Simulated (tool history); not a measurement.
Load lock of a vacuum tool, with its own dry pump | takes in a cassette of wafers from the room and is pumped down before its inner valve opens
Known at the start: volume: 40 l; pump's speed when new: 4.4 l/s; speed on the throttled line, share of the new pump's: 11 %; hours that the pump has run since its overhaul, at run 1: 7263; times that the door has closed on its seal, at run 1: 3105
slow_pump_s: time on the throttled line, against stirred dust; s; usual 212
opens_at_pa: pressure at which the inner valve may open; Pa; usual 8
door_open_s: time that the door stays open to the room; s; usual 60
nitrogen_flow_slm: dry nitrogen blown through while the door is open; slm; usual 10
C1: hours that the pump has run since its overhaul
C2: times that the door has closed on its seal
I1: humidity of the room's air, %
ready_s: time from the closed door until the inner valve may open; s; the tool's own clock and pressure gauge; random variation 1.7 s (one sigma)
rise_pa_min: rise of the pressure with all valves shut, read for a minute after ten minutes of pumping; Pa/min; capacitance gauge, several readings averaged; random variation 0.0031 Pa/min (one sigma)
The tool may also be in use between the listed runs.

run 1 hour=0 | slow_pump_s=212 opens_at_pa=8 door_open_s=60 nitrogen_flow_slm=10 | C1=7263 C2=3105 | I1=43.1 | ready_s=285.7 rise_pa_min=0.063
run 2 hour=70.5 | slow_pump_s=185 opens_at_pa=8 door_open_s=60 nitrogen_flow_slm=10 | C1=7333 C2=3274 | I1=45.7 | ready_s=260.4 rise_pa_min=0.063
run 3 hour=135.7 | slow_pump_s=185 opens_at_pa=8 door_open_s=60 nitrogen_flow_slm=10 | C1=7399 C2=3429 | I1=43.1 | ready_s=262.9 rise_pa_min=0.061
run 4 hour=242.7 | slow_pump_s=185 opens_at_pa=8 door_open_s=60 nitrogen_flow_slm=10 | C1=7506 C2=3684 | I1=46.9 | ready_s=262.6 rise_pa_min=0.07
run 5 hour=320.5 | slow_pump_s=185 opens_at_pa=8 door_open_s=60 nitrogen_flow_slm=10 | C1=7583 C2=3870 | I1=47.9 | ready_s=262.9 rise_pa_min=0.069
run 6 hour=391.4 | slow_pump_s=185 opens_at_pa=8 door_open_s=60 nitrogen_flow_slm=10 | C1=7654 C2=4039 | I1=43.2 | ready_s=260.8 rise_pa_min=0.067
run 7 hour=446.9 | slow_pump_s=212 opens_at_pa=8 door_open_s=60 nitrogen_flow_slm=10 | C1=7710 C2=4172 | I1=47.4 | ready_s=286.6 rise_pa_min=0.065
run 8 hour=567.6 | slow_pump_s=212 opens_at_pa=8 door_open_s=60 nitrogen_flow_slm=10 | C1=7830 C2=4460 | I1=46.5 | ready_s=286.6 rise_pa_min=0.07
run 9 hour=620 | slow_pump_s=212 opens_at_pa=8 door_open_s=60 nitrogen_flow_slm=15 | C1=7883 C2=4585 | I1=42 | ready_s=288.9 rise_pa_min=0.057
run 10 hour=746 | slow_pump_s=212 opens_at_pa=8 door_open_s=60 nitrogen_flow_slm=15 | C1=8009 C2=4886 | I1=45.8 | ready_s=288 rise_pa_min=0.063
run 11 hour=864.5 | slow_pump_s=212 opens_at_pa=8 door_open_s=60 nitrogen_flow_slm=15 | C1=8127 C2=5168 | I1=44.6 | ready_s=286.7 rise_pa_min=0.06
run 12 hour=956.7 | slow_pump_s=212 opens_at_pa=8 door_open_s=60 nitrogen_flow_slm=15 | C1=8220 C2=5388 | I1=49.5 | ready_s=290.8 rise_pa_min=0.067
run 13 hour=1052.6 | slow_pump_s=212 opens_at_pa=14 door_open_s=60 nitrogen_flow_slm=36 | C1=8315 C2=5617 | I1=44.8 | ready_s=281.5 rise_pa_min=0.048
run 14 hour=1110.9 | slow_pump_s=212 opens_at_pa=10 door_open_s=26 nitrogen_flow_slm=22 | C1=8374 C2=5756 | I1=41.2 | ready_s=282.1 rise_pa_min=0.029
run 15 hour=1213 | slow_pump_s=212 opens_at_pa=10 door_open_s=26 nitrogen_flow_slm=22 | C1=8476 C2=6000 | I1=43.5 | ready_s=284.7 rise_pa_min=0.034
run 16 hour=1297.4 | slow_pump_s=194 opens_at_pa=7 door_open_s=37 nitrogen_flow_slm=12 | C1=8560 C2=6201 | I1=45.1 | ready_s=273.5 rise_pa_min=0.055
run 17 hour=1383.7 | slow_pump_s=194 opens_at_pa=7 door_open_s=37 nitrogen_flow_slm=12 | C1=8647 C2=6407 | I1=45.3 | ready_s=273 rise_pa_min=0.045
run 18 hour=1487.5 | slow_pump_s=212 opens_at_pa=13 door_open_s=29 nitrogen_flow_slm=23 | C1=8750 C2=6655 | I1=43.8 | ready_s=284.1 rise_pa_min=0.03
run 19 hour=1598.8 | slow_pump_s=212 opens_at_pa=13 door_open_s=29 nitrogen_flow_slm=23 | C1=8862 C2=6921 | I1=45.2 | ready_s=281.2 rise_pa_min=0.037
run 20 hour=1702.2 | slow_pump_s=212 opens_at_pa=13 door_open_s=57 nitrogen_flow_slm=23 | C1=8965 C2=7167 | I1=43.1 | ready_s=283.2 rise_pa_min=0.056
run 21 hour=1781.1 | slow_pump_s=251 opens_at_pa=8 door_open_s=60 nitrogen_flow_slm=10 | C1=9044 C2=7356 | I1=42.9 | ready_s=324.5 rise_pa_min=0.066
run 22 hour=1852.5 | slow_pump_s=289 opens_at_pa=9 door_open_s=144 nitrogen_flow_slm=10 | C1=9115 C2=7526 | I1=45.7 | ready_s=353.7 rise_pa_min=0.118
run 23 hour=1927.3 | slow_pump_s=289 opens_at_pa=10 door_open_s=144 nitrogen_flow_slm=10 | C1=9190 C2=7704 | I1=44.7 | ready_s=349.6 rise_pa_min=0.121

Measured less the same run without the tool's hidden state. The same run-to-run variation is in both; the gauge's scatter may not be:
The hidden state here: pump's speed, % of a new pump's; leak at the door's seal, Pa l/s; drift of the gauge itself on ready_s, %; drift of the gauge itself on rise_pa_min, %.
run=1 ready_s=+9.1 rise_pa_min=+0.003
run=2 ready_s=+9.5 rise_pa_min=+0.002
run=3 ready_s=+9.7 rise_pa_min=+0.002
run=4 ready_s=+9.9 rise_pa_min=+0.002
run=5 ready_s=+10.1 rise_pa_min=+0.003
run=6 ready_s=+10 rise_pa_min=+0.003
run=7 ready_s=+9.8 rise_pa_min=+0.003
run=8 ready_s=+9.9 rise_pa_min=+0.004
run=9 ready_s=+10.1 rise_pa_min=+0.004
run=10 ready_s=+10.2 rise_pa_min=+0.005
run=11 ready_s=+10.4 rise_pa_min=+0.004
run=12 ready_s=+10.7 rise_pa_min=+0.005
run=13 ready_s=+9.8 rise_pa_min=+0.005
run=14 ready_s=+10.2 rise_pa_min=+0.005
run=15 ready_s=+10.4 rise_pa_min=+0.006
run=16 ready_s=+11.5 rise_pa_min=+0.006
run=17 ready_s=+11.6 rise_pa_min=+0.006
run=18 ready_s=+10.5 rise_pa_min=+0.006
run=19 ready_s=+10.5 rise_pa_min=+0.006
run=20 ready_s=+10.8 rise_pa_min=+0.007
run=21 ready_s=+11 rise_pa_min=+0.007
run=22 ready_s=+10.3 rise_pa_min=+0.007
run=23 ready_s=+9.9 rise_pa_min=+0.008

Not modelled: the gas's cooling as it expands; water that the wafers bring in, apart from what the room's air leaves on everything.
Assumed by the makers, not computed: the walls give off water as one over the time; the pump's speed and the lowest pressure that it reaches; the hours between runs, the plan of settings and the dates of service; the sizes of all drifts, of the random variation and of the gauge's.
